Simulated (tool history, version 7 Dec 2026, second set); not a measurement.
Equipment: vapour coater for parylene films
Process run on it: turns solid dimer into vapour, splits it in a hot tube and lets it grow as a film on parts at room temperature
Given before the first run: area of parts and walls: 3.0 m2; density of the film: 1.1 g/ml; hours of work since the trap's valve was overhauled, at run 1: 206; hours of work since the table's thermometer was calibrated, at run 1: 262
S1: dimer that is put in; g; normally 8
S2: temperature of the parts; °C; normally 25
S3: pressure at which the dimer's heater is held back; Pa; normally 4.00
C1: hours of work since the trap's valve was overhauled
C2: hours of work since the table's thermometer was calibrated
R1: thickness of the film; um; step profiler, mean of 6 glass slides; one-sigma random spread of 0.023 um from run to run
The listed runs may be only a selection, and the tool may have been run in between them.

run    hour  S1  S2     S3   C1    C2    R1
  1     0.0   8  25   4.00  206   262  1.48
  2    27.6   8  25   8.62  227   283  1.25
  3    49.7   8  25   4.00  244   299  1.44
  4    66.6   8  25   4.00  257   312  1.49
  5    94.3   8  25   4.00  278   333  1.45
  6   111.6   8  25   4.00  291   346  1.47
  7   137.8   8  25   6.78  310   366  1.28
  8   171.3   8  25   3.28  336   392  1.54
  9   199.8   8  21   3.28  357   413  1.70
 10   219.5   8  21   3.60  372   428  1.65
 11   251.4   8  21   3.60  396   452  1.64
 12   270.5   8  25   4.00  411   467  1.46
 13   289.5   8  25   4.00  425   481  1.45
 14   309.0   8  25   4.00  440   496  1.44
 15   323.2   8  25   4.00  451   506  1.41
 16   341.0   8  25   4.00  464   520  1.39
 17   366.7   8  25   4.00  484   539  1.41
 18   382.7   8  25   4.00  496   551  1.42
 19   416.9   8  25   4.00  522   577  1.38
 20   432.1   8  25   4.00  533   589  1.40
 21   460.3   8  25   4.00  554   610  1.38
 22   483.8   8  25   4.00  572   628  1.39
 23   505.0   8  25   4.00  588   644  1.35
 24   527.6   8  25   4.00  605   661  1.39
 25   552.8   5  25   4.97  624   680  0.80
 26   575.2  10  25   2.24  641   697  1.97
 27   593.5   7  25  10.79  655   711  0.93
 28   619.6   6  20  10.79  675   731  0.95
      635.1  -- trap's valve overhauled
 29   644.7   6  20  10.79    7   747  1.03
 30   674.5   8  25   2.72   30   769  1.62
 31   700.0   8  21   2.72   49   788  1.84
 32   723.9   6  25   2.96   67   807  1.17
 33   745.5   9  20   4.13   84   823  1.94
 34   759.6   9  20   4.13   94   834  1.89
 35   791.6   8  29   6.71  118   858  1.14
 36   814.1   8  29   6.71  135   875  1.16
 37   845.6   8  29   6.71  159   899  1.13
 38   866.1   8  29   6.71  175   914  1.12
 39   895.8  11  29   5.69  197   937  1.60
 40   915.5   8  29   4.49  212   952  1.23
 41   948.1   8  30   4.00  237   976  1.22
 42   975.1   7  30   4.00  257   997  1.05
 43   989.6   7  30   4.00  268  1008  1.09
 44  1006.0   8  20   4.00  281  1020  1.67
 45  1039.1   8  20   4.00  306  1045  1.63
 46  1069.0   8  36   5.00  328  1068  0.95
 47  1095.7   8  18   4.00  349  1088  1.80
 48  1130.2   8  24   4.00  375  1114  1.44

Run by run, hidden condition taken away, random variation retained:
Hidden conditions of the tool in this case: vapour lost through the trap's worn valve, %; true temperature of the parts over the reading, C; drift of the gauge itself on film_um, %.
run    R1
  1  1.52
  2  1.29
  3  1.49
  4  1.54
  5  1.51
  6  1.53
  7  1.33
  8  1.61
  9  1.79
 10  1.74
 11  1.73
 12  1.54
 13  1.54
 14  1.53
 15  1.51
 16  1.49
 17  1.51
 18  1.53
 19  1.49
 20  1.52
 21  1.50
 22  1.51
 23  1.48
 24  1.52
 25  0.88
 26  2.17
 27  1.02
 28  1.05
 29  1.05
 30  1.66
 31  1.88
 32  1.20
 33  2.00
 34  1.95
 35  1.18
 36  1.20
 37  1.18
 38  1.17
 39  1.68
 40  1.30
 41  1.28
 42  1.11
 43  1.15
 44  1.77
 45  1.74
 46  1.02
 47  1.92
 48  1.55
